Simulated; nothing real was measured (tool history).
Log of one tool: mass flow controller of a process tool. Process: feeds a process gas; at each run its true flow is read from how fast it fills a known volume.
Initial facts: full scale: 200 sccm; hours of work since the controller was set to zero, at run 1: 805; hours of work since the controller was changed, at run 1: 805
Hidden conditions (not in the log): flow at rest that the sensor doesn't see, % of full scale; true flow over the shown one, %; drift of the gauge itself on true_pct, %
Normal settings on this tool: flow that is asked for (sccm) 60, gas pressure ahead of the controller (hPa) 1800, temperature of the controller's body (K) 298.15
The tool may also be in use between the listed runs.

run,hour,flow that is asked for (sccm),gas pressure ahead of the controller (hPa),temperature of the controller's body (K),hours of work since the controller was set to zero,hours of work since the controller was changed,true flow (%)
1,0,60,1800,298.15,805,805,97.22
2,40.7,60,2710,298.15,826,826,97.01
3,124.6,60,2710,298.15,871,871,96.97
4,219.6,60,1700,298.15,922,922,97.07
5,286.4,60,1800,298.15,958,958,97.12
6,361.3,60,1800,298.15,998,998,97.05
7,412.4,60,1800,298.15,1026,1026,97.13
8,499.2,60,2610,298.15,1072,1072,96.84
9,556.6,37,2610,298.15,1103,1103,96.07
10,649.4,37,2610,296.15,1153,1153,96.16
11,738.9,37,2610,296.15,1200,1200,96.35
12,839.5,37,2610,296.15,1254,1254,96.11
13,926,60,1800,297.15,1301,1301,96.96
14,994.2,60,1800,297.15,1337,1337,96.96
15,1091.1,60,1800,297.15,1389,1389,96.92
# hour 1097: controller's zero set anew
16,1154.7,60,1800,298.15,31,1423,96.79
17,1253.5,34,2060,301.15,84,1476,95.56
18,1320.1,66,2550,296.15,119,1511,96.72
19,1402,114,1470,302.15,163,1555,97.59
20,1461.3,114,1470,302.15,195,1587,97.56
# hour 1508: controller's zero set anew, once more
21,1537.1,92,2400,310.15,16,1627,96.78
22,1629.3,26,1920,293.15,65,1677,96.66
23,1701,166,1920,297.15,103,1715,98.65
24,1790,60,2140,303.15,151,1763,96.65
25,1879.1,23,2790,298.15,199,1811,95.9
26,1936.4,79,2120,294.15,229,1841,97.51
27,2011.7,34,1760,294.15,270,1882,96.8
28,2092.8,90,1760,306.15,313,1925,96.94
29,2148.5,60,1450,298.15,343,1955,96.98
30,2221.6,60,1450,298.15,382,1994,96.86
31,2312.8,89,1800,298.15,431,2043,97.38

4 options for the next run, each taken on its own from the tool as it stands now. Forecast them:
A,2401.3,89,1940,307.15,478,2090,?
B,2401.3,89,1800,302.15,478,2090,?
C,2401.3,60,2260,298.15,478,2090,?
D,2401.3,89,2470,306.15,478,2090,?

run,true flow (%)
A,96.72
B,97.1
C,96.68
D,96.62
The same runs, with their run-to-run variation unchanged, on a tool lacking any hidden condition would have given:
run,true flow (%)
A,97.82
B,98.2
C,97.88
D,97.72
